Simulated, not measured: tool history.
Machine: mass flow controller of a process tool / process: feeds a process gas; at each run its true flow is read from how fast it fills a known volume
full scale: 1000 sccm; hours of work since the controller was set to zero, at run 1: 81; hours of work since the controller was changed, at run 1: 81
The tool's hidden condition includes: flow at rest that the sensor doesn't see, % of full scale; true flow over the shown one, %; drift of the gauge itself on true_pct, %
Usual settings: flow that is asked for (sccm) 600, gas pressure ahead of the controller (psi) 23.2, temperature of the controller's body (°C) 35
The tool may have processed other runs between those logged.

run    hour  flow that is asked for (sccm)  gas pressure ahead of the controller (psi)  temperature of the controller's body (°C)  hours of work since the controller was set to zero  hours of work since the controller was changed  true flow (%)
  1     0.0                            600                                        23.2                                         35                                                  81                                              81          99.00
  2   201.2                            600                                        23.2                                         35                                                 158                                             158          99.20
  3   535.5                            600                                        23.2                                         35                                                 285                                             285          99.26
  4   864.7                            600                                        23.2                                         35                                                 410                                             410          99.20
  5  1102.3                            449                                        23.2                                         35                                                 501                                             501          99.11
  6  1309.9                            600                                        23.2                                         35                                                 580                                             580          99.42
  7  1628.5                            600                                        23.2                                         35                                                 701                                             701          99.47
  8  1799.1                            600                                        23.2                                         35                                                 766                                             766          99.52
  9  2088.0                            600                                        23.2                                         35                                                 876                                             876          99.53
 10  2341.7                            600                                        23.2                                         35                                                 972                                             972          99.71
 11  2577.9                            600                                        34.1                                         35                                                1062                                            1062          99.10
 12  2768.7                            600                                        34.1                                         35                                                1135                                            1135          99.26
 13  3114.7                            600                                        23.2                                         35                                                1266                                            1266          99.86
 14  3462.4                            451                                        23.2                                         35                                                1399                                            1399          99.71
 15  3751.7                            451                                        23.2                                         35                                                1509                                            1509          99.74
 16  3926.0                            451                                        23.2                                         35                                                1575                                            1575          99.89
 17  4185.7                            451                                        23.2                                         35                                                1674                                            1674          99.93
 18  4569.5                            600                                        23.2                                         35                                                1820                                            1820         100.32
 19  4804.3                            196                                        23.2                                         35                                                1909                                            1909         100.01
 20  5010.0                            196                                        23.2                                         35                                                1988                                            1988          99.87
 21  5283.9                            196                                        23.2                                         35                                                2092                                            2092          99.94
 22  5509.4                            196                                        23.2                                         35                                                2178                                            2178         100.01
 23  5703.6                            196                                        23.2                                         35                                                2251                                            2251         100.11
 24  5895.1                            196                                        23.2                                         35                                                2324                                            2324         100.17
 25  6221.4                            103                                        23.2                                         35                                                2449                                            2449         100.14
 26  6511.1                            475                                        21.6                                         32                                                2559                                            2559         100.88
 27  6698.2                            233                                        23.2                                         35                                                2630                                            2630         100.32
 28  6935.3                            170                                        29.7                                         25                                                2720                                            2720         100.86
 29  7099.3                            699                                        22.8                                         25                                                2783                                            2783         101.94
 30  7468.9                            555                                        22.8                                         35                                                2923                                            2923         100.90
 31  7849.9                            555                                        22.8                                         35                                                3068                                            3068         101.08
 32  8084.4                            555                                        28.3                                         30                                                3157                                            3157         101.13
 33  8334.6                            555                                        28.3                                         30                                                3253                                            3253         101.23
 34  8684.7                            136                                        33.9                                         24                                                3386                                            3386         101.25
 35  8957.6                            136                                        33.9                                         24                                                3490                                            3490         101.37
 36  9124.8                            301                                        20.9                                         37                                                3553                                            3553         100.96

Run 37 comes next. What will it give?
 37  9313.3                            820                                        22.9                                         28                                                3625                                            3625              ?

true flow (%): 102.42
On a tool with no hidden condition, and with the same random variation, this run would have come out at true flow (%) 100.03.

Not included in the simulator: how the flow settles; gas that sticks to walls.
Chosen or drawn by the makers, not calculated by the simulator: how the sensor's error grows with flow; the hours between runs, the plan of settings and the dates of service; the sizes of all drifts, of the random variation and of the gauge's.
